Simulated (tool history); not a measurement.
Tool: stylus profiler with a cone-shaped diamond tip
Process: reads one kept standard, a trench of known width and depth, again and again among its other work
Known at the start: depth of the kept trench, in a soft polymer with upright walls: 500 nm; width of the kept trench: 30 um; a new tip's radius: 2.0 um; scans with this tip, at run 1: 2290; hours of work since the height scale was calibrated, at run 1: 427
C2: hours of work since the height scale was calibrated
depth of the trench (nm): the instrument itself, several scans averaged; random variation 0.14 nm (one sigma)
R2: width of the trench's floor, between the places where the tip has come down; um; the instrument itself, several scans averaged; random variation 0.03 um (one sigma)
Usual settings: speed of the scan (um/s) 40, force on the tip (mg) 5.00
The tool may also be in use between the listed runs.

{"run": 1, "hour": 0.0, "speed of the scan (um/s)": 40, "force on the tip (mg)": 5.0, "scans with this tip": 2290, "C2": 427, "depth of the trench (nm)": 513.46, "R2": 26.87}
{"run": 2, "hour": 14.0, "speed of the scan (um/s)": 131, "force on the tip (mg)": 5.0, "scans with this tip": 2350, "C2": 438, "depth of the trench (nm)": 513.74, "R2": 26.44}
{"run": 3, "hour": 32.3, "speed of the scan (um/s)": 131, "force on the tip (mg)": 5.0, "scans with this tip": 2427, "C2": 452, "depth of the trench (nm)": 513.82, "R2": 26.47}
{"run": 4, "hour": 48.2, "speed of the scan (um/s)": 131, "force on the tip (mg)": 5.0, "scans with this tip": 2495, "C2": 465, "depth of the trench (nm)": 513.75, "R2": 26.5}
{"run": 5, "hour": 57.3, "speed of the scan (um/s)": 131, "force on the tip (mg)": 5.0, "scans with this tip": 2534, "C2": 472, "depth of the trench (nm)": 513.62, "R2": 26.43}
{"run": 6, "hour": 68.8, "speed of the scan (um/s)": 14, "force on the tip (mg)": 5.0, "scans with this tip": 2583, "C2": 481, "depth of the trench (nm)": 513.76, "R2": 26.97}
{"run": 7, "hour": 85.4, "speed of the scan (um/s)": 40, "force on the tip (mg)": 5.0, "scans with this tip": 2654, "C2": 495, "depth of the trench (nm)": 513.52, "R2": 26.79}
{"run": 8, "hour": 100.3, "speed of the scan (um/s)": 40, "force on the tip (mg)": 5.0, "scans with this tip": 2717, "C2": 506, "depth of the trench (nm)": 513.88, "R2": 26.87}
{"run": 9, "hour": 121.8, "speed of the scan (um/s)": 31, "force on the tip (mg)": 4.33, "scans with this tip": 2809, "C2": 523, "depth of the trench (nm)": 512.46, "R2": 26.84}
{"run": 10, "hour": 137.7, "speed of the scan (um/s)": 44, "force on the tip (mg)": 14.2, "scans with this tip": 2876, "C2": 536, "depth of the trench (nm)": 526.85, "R2": 26.86}
{"run": 11, "hour": 150.4, "speed of the scan (um/s)": 44, "force on the tip (mg)": 14.2, "scans with this tip": 2931, "C2": 546, "depth of the trench (nm)": 526.82, "R2": 26.86}
{"run": 12, "hour": 172.1, "speed of the scan (um/s)": 44, "force on the tip (mg)": 14.2, "scans with this tip": 3023, "C2": 563, "depth of the trench (nm)": 526.98, "R2": 26.86}
{"run": 13, "hour": 184.9, "speed of the scan (um/s)": 44, "force on the tip (mg)": 14.2, "scans with this tip": 3077, "C2": 574, "depth of the trench (nm)": 527.03, "R2": 26.82}
{"run": 14, "hour": 205.1, "speed of the scan (um/s)": 44, "force on the tip (mg)": 1.73, "scans with this tip": 3163, "C2": 590, "depth of the trench (nm)": 507.3, "R2": 26.61}
{"run": 15, "hour": 219.6, "speed of the scan (um/s)": 60, "force on the tip (mg)": 2.55, "scans with this tip": 3225, "C2": 601, "depth of the trench (nm)": 509.19, "R2": 26.55}

Forecast each of these 4 alternatives for the next run:
{"run": "A", "hour": 228.7, "speed of the scan (um/s)": 33, "force on the tip (mg)": 2.55, "scans with this tip": 3264, "C2": 608, "depth of the trench (nm)": "?", "R2": "?"}
{"run": "B", "hour": 228.7, "speed of the scan (um/s)": 17, "force on the tip (mg)": 7.41, "scans with this tip": 3264, "C2": 608, "depth of the trench (nm)": "?", "R2": "?"}
{"run": "C", "hour": 228.7, "speed of the scan (um/s)": 40, "force on the tip (mg)": 3.19, "scans with this tip": 3264, "C2": 608, "depth of the trench (nm)": "?", "R2": "?"}
{"run": "D", "hour": 228.7, "speed of the scan (um/s)": 27, "force on the tip (mg)": 4.07, "scans with this tip": 3264, "C2": 608, "depth of the trench (nm)": "?", "R2": "?"}

run=A depth_of_the_trench_(nm)=509.38 R2=26.75
run=B depth_of_the_trench_(nm)=518.00 R2=26.85
run=C depth_of_the_trench_(nm)=510.70 R2=26.73
run=D depth_of_the_trench_(nm)=512.36 R2=26.83
Without the tool's hidden state the same runs would have given:
run=A depth_of_the_trench_(nm)=508.21 R2=27.18
run=B depth_of_the_trench_(nm)=516.81 R2=27.27
run=C depth_of_the_trench_(nm)=509.53 R2=27.16
run=D depth_of_the_trench_(nm)=511.18 R2=27.25
